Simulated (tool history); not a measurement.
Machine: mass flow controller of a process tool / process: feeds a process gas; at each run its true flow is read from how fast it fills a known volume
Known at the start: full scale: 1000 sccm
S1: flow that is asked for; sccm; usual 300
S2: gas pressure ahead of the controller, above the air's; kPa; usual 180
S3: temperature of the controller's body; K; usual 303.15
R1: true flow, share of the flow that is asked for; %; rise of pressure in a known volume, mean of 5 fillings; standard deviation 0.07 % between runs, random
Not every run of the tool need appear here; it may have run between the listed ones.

run,hour,S1,S2,S3,R1
1,0,300,180,303.15,97.91
2,301,300,180,303.15,97.99
3,699.9,300,180,303.15,97.88
4,1089.9,300,180,303.15,98.1
5,1410.4,300,180,303.15,97.98
6,1675.8,300,168,303.15,97.93
7,2074.1,357,168,303.15,97.85
8,2379.9,300,180,308.15,97.97
9,2586.4,300,208,308.15,97.89
10,2887.6,175,180,303.15,99
11,3119.6,300,180,311.15,98.24
12,3432.3,300,180,303.15,97.83
13,3716.7,522,180,303.15,97.53
14,4067.5,522,180,303.15,97.33
15,4259.7,522,180,303.15,97.43
16,4584.6,104,180,303.15,101.8
17,5025.5,104,180,303.15,101.61
18,5451,104,180,303.15,101.97
19,5630.6,724,154,312.15,97.89
20,5929.6,144,251,300.15,99.53
21,6208.9,387,180,303.15,97.36
22,6559.1,149,151,303.15,99.91
23,6907.3,276,149,303.15,97.92
24,7089.8,402,165,307.15,97.41
25,7426.3,653,180,305.15,97.29
26,7798,653,180,305.15,97.08
27,8004.2,653,220,304.15,96.84
28,8284,653,220,304.15,96.74
29,8496.9,412,163,306.15,97.24
30,8739.7,412,163,306.15,97.16
31,8937.7,343,155,305.15,97.33

The logged runs with the hidden state left out (each run's random variation unchanged):
Hidden conditions of the tool in this case: flow at rest that the sensor doesn't see, % of full scale; true flow over the shown one, %; drift of the gauge itself on true_pct, %.
run,R1
1,98.06
2,98.16
3,98.08
4,98.32
5,98.23
6,98.2
7,98.47
8,98.29
9,98.22
10,97.81
11,98.6
12,98.21
13,98.88
14,98.72
15,98.85
16,97.72
17,97.44
18,97.72
19,99.88
20,97.25
21,98.51
22,97.78
23,98.28
24,98.72
25,99.44
26,99.29
27,99.08
28,99.02
29,98.76
30,98.71
31,98.46
